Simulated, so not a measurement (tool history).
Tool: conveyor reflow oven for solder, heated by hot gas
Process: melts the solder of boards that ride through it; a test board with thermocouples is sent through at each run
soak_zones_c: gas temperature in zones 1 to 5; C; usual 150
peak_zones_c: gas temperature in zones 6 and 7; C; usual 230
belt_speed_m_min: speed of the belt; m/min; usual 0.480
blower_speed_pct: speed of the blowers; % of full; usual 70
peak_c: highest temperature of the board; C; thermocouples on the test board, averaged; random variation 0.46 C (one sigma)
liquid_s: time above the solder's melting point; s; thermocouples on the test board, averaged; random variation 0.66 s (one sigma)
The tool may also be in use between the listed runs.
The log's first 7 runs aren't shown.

run,hour,soak_zones_c,peak_zones_c,belt_speed_m_min,blower_speed_pct,hours of work since the flux was cleaned out,hours of work since the belt drive was overhauled,hours of work since the thermocouples were changed,peak_c,liquid_s
# hour 49.5: flux residue cleaned out of gas plates and filters
8,52.9,150,230,0.480,64,2,459,162,212.0,65.1
9,58.4,149,230,0.480,64,6,463,165,212.1,64.2
10,66.8,149,230,0.480,64,12,468,171,212.0,65.0
11,73.6,150,230,0.480,70,16,473,176,213.6,66.2
# hour 81.8: flux residue cleaned out of gas plates and filters, once more
12,83.2,150,230,0.480,70,1,476,179,216.9,71.5
13,92.5,150,230,0.480,57,7,483,185,213.4,67.7
14,98.0,150,222,0.480,57,11,486,189,207.2,61.4
15,106.0,150,230,0.480,70,16,492,194,217.8,71.8
16,112.5,150,230,0.480,70,21,496,199,216.1,70.2
17,116.7,150,230,0.480,70,24,499,202,217.4,71.2
18,122.0,157,218,0.550,70,27,503,205,204.2,53.7
19,131.3,162,230,0.480,50,34,509,212,213.5,75.1
20,135.9,162,234,0.480,50,37,512,215,217.1,76.3
21,144.7,162,234,0.480,50,43,518,221,217.8,76.2
22,153.5,162,234,0.480,50,49,524,227,217.3,77.8
23,160.6,162,234,0.480,50,54,529,231,216.8,76.3
24,169.2,162,234,0.480,50,59,535,237,217.2,76.5
25,173.3,150,230,0.480,70,62,537,240,216.3,71.4
26,181.9,137,230,0.480,70,68,543,246,214.8,63.0
27,188.9,137,230,0.480,70,73,548,251,214.6,61.8
28,197.9,137,230,0.480,70,79,554,257,214.4,62.5
29,204.9,137,230,0.579,70,84,559,262,208.5,44.1
30,208.9,155,230,0.579,76,86,562,264,213.8,57.5

3 ways to go on from here, each from the tool as it stands after run 30. What would each give?
A,215.3,158,218,0.390,76,91,566,269,?,?
B,215.3,143,230,0.400,70,91,566,269,?,?
C,215.3,155,230,0.579,68,91,566,269,?,?

run,peak_c,liquid_s
A,211.3,90.9
B,219.2,85.0
C,210.8,56.7
Without the tool's hidden state the same runs would have given:
run,peak_c,liquid_s
A,212.2,91.5
B,220.2,85.6
C,211.9,57.5
